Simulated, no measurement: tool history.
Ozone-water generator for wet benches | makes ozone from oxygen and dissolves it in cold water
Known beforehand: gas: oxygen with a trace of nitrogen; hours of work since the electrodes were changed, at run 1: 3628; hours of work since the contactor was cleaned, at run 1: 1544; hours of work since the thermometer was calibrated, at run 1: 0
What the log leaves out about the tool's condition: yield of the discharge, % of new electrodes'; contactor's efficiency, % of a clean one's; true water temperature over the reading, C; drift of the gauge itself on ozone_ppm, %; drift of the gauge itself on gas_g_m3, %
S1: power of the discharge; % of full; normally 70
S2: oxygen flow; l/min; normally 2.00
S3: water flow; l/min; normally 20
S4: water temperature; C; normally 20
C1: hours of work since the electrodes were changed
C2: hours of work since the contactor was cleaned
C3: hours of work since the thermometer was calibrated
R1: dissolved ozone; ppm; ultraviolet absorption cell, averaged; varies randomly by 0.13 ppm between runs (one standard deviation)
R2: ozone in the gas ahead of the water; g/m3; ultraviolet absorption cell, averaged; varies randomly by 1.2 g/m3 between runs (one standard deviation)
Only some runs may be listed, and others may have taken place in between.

run	day	S1	S2	S3	S4	C1	C2	C3	R1	R2
1	0.000	70	2.00	20	20	3628	1544	0	11.7	187.5
2	4.354	70	2.00	20	20	3713	1629	85	11.5	187.3
3	9.442	70	2.00	20	20	3812	1728	184	11.8	185.6
4	15.558	70	2.00	13	20	3931	1847	303	16.8	183.6
5	18.283	70	2.00	13	20	3984	1900	356	16.7	184.1
6	23.238	70	2.00	20	14	4081	1997	453	12.0	182.2
7	27.629	70	2.04	20	20	4167	2083	539	11.5	179.3
8	31.596	70	2.00	20	20	4244	2160	616	11.2	181.0
9	36.879	70	2.00	20	20	4347	2263	719	11.4	180.8
10	41.612	70	2.00	20	20	4439	2355	811	11.2	179.6
# day 42.196: contactor cleaned
11	44.746	70	2.00	20	20	4497	50	869	10.9	178.4
12	50.675	70	2.00	20	20	4613	165	985	11.2	179.1
13	53.438	70	2.00	20	15	4667	219	1039	11.5	177.7
14	59.329	70	2.00	20	15	4781	334	1153	11.2	175.1
15	64.296	70	2.00	20	20	4878	431	1250	10.9	174.9
16	68.921	70	2.00	20	20	4968	521	1340	10.9	175.3
# day 74.596: contactor cleaned, once more
17	74.779	70	2.00	20	20	5079	4	1451	11.0	174.4
18	79.896	87	2.00	20	17	5179	103	1551	13.1	201.0
19	84.071	87	1.44	20	24	5261	185	1633	10.4	223.6
20	88.496	69	2.85	20	24	5347	271	1719	11.6	151.1
21	93.125	70	2.00	20	17	5437	361	1809	11.1	171.5
22	97.375	70	2.00	20	17	5520	444	1892	10.9	169.7
23	101.725	65	3.51	20	20	5605	529	1977	12.4	134.8
24	104.950	65	3.51	20	20	5668	592	2040	12.4	133.9
25	110.075	44	2.00	19	25	5768	692	2140	7.7	122.3
26	114.475	44	2.00	19	25	5853	777	2225	7.7	120.5
27	118.604	44	2.00	16	27	5934	858	2306	8.7	121.4
28	124.229	63	2.85	16	15	6044	968	2416	14.1	135.0
29	129.229	73	1.48	16	15	6141	1065	2513	11.8	184.6
30	134.008	73	2.25	20	20	6234	1158	2606	11.0	163.6
31	136.662	44	2.25	20	20	6286	1210	2658	7.8	114.6
32	139.167	44	2.25	20	20	6335	1259	2707	7.9	112.8
33	143.754	44	2.25	20	20	6424	1348	2796	7.7	114.4

Selected run-to-run steps in R1, each split into two signed amounts: the part the tool would show with no hidden state at all (from settings, incoming material and random variation), and the remainder, which goes to the hidden state together with any gauge scatter not common to the measured and the hidden-state-free results:
Run 3 -> 4: S3 20 -> 13. R1 +5.0 ppm: hidden state -1.2, all else +6.2.
Run 24 -> 25: S1 65 -> 44, S2 3.51 -> 2.00, S3 20 -> 19, S4 20 -> 25. R1 -4.7 ppm: hidden state +2.4, all else -7.1.
Run 27 -> 28: S1 44 -> 63, S2 2.00 -> 2.85, S4 27 -> 15. R1 +5.4 ppm: hidden state -2.8, all else +8.2.
Run 30 -> 31: S1 73 -> 44. R1 -3.2 ppm: hidden state +2.7, all else -5.9.
